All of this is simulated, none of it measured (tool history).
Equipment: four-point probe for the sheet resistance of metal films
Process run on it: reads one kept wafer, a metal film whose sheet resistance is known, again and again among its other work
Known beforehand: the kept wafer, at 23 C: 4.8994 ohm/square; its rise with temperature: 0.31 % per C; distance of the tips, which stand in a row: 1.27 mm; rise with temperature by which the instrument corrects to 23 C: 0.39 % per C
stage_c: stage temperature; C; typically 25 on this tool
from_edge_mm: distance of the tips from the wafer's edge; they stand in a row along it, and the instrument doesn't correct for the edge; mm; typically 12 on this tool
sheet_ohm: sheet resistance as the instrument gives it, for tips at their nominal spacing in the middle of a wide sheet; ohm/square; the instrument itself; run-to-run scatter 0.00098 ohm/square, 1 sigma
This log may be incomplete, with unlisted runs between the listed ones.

{"run": 1, "day": 0.0, "stage_c": 25, "from_edge_mm": 12, "sheet_ohm": 4.952156}
{"run": 2, "day": 2.542, "stage_c": 25, "from_edge_mm": 47, "sheet_ohm": 4.926942}
{"run": 3, "day": 5.092, "stage_c": 20, "from_edge_mm": 12, "sheet_ohm": 4.976721}
{"run": 4, "day": 6.962, "stage_c": 20, "from_edge_mm": 12, "sheet_ohm": 4.976171}
{"run": 5, "day": 9.071, "stage_c": 25, "from_edge_mm": 4, "sheet_ohm": 5.176388}
{"day": 11.496, "done": "stage's thermometer calibrated"}
{"run": 6, "day": 12.338, "stage_c": 25, "from_edge_mm": 4, "sheet_ohm": 5.179798}
{"run": 7, "day": 15.854, "stage_c": 25, "from_edge_mm": 4, "sheet_ohm": 5.182564}
{"run": 8, "day": 17.912, "stage_c": 25, "from_edge_mm": 12, "sheet_ohm": 4.958633}
{"run": 9, "day": 20.796, "stage_c": 25, "from_edge_mm": 12, "sheet_ohm": 4.959687}
{"run": 10, "day": 24.388, "stage_c": 25, "from_edge_mm": 12, "sheet_ohm": 4.958583}
{"day": 26.421, "done": "stage's thermometer calibrated, once more"}
{"run": 11, "day": 26.421, "stage_c": 29, "from_edge_mm": 12, "sheet_ohm": 4.925807}
{"run": 12, "day": 28.875, "stage_c": 29, "from_edge_mm": 12, "sheet_ohm": 4.92721}
{"run": 13, "day": 31.633, "stage_c": 29, "from_edge_mm": 9, "sheet_ohm": 4.950766}
{"run": 14, "day": 34.875, "stage_c": 29, "from_edge_mm": 9, "sheet_ohm": 4.951324}
{"run": 15, "day": 36.688, "stage_c": 21, "from_edge_mm": 50, "sheet_ohm": 4.932741}
{"run": 16, "day": 39.146, "stage_c": 21, "from_edge_mm": 50, "sheet_ohm": 4.934192}
{"run": 17, "day": 41.996, "stage_c": 25, "from_edge_mm": 4, "sheet_ohm": 5.167911}
{"run": 18, "day": 46.025, "stage_c": 26, "from_edge_mm": 7, "sheet_ohm": 4.998342}
{"run": 19, "day": 49.654, "stage_c": 26, "from_edge_mm": 7, "sheet_ohm": 4.998812}
{"run": 20, "day": 51.854, "stage_c": 28, "from_edge_mm": 60, "sheet_ohm": 4.906303}
{"run": 21, "day": 54.417, "stage_c": 28, "from_edge_mm": 60, "sheet_ohm": 4.906552}
{"run": 22, "day": 57.279, "stage_c": 22, "from_edge_mm": 28, "sheet_ohm": 4.935773}

Consider 5 possible next runs. They are alternatives, not a sequence: every one starts from the tool as it was left by run 22. What does each give?
{"run": "A", "day": 60.5, "stage_c": 19, "from_edge_mm": 33, "sheet_ohm": "?"}
{"run": "B", "day": 60.5, "stage_c": 35, "from_edge_mm": 25, "sheet_ohm": "?"}
{"run": "C", "day": 60.5, "stage_c": 25, "from_edge_mm": 23, "sheet_ohm": "?"}
{"run": "D", "day": 60.5, "stage_c": 21, "from_edge_mm": 7, "sheet_ohm": "?"}
{"run": "E", "day": 60.5, "stage_c": 28, "from_edge_mm": 6, "sheet_ohm": "?"}

run=A sheet_ohm=4.948299
run=B sheet_ohm=4.887703
run=C sheet_ohm=4.928117
run=D sheet_ohm=5.023100
run=E sheet_ohm=5.024695
With no hidden state in the tool, these same runs would have given:
run=A sheet_ohm=4.919539
run=B sheet_ohm=4.859427
run=C sheet_ohm=4.899527
run=D sheet_ohm=4.993957
run=E sheet_ohm=4.995615

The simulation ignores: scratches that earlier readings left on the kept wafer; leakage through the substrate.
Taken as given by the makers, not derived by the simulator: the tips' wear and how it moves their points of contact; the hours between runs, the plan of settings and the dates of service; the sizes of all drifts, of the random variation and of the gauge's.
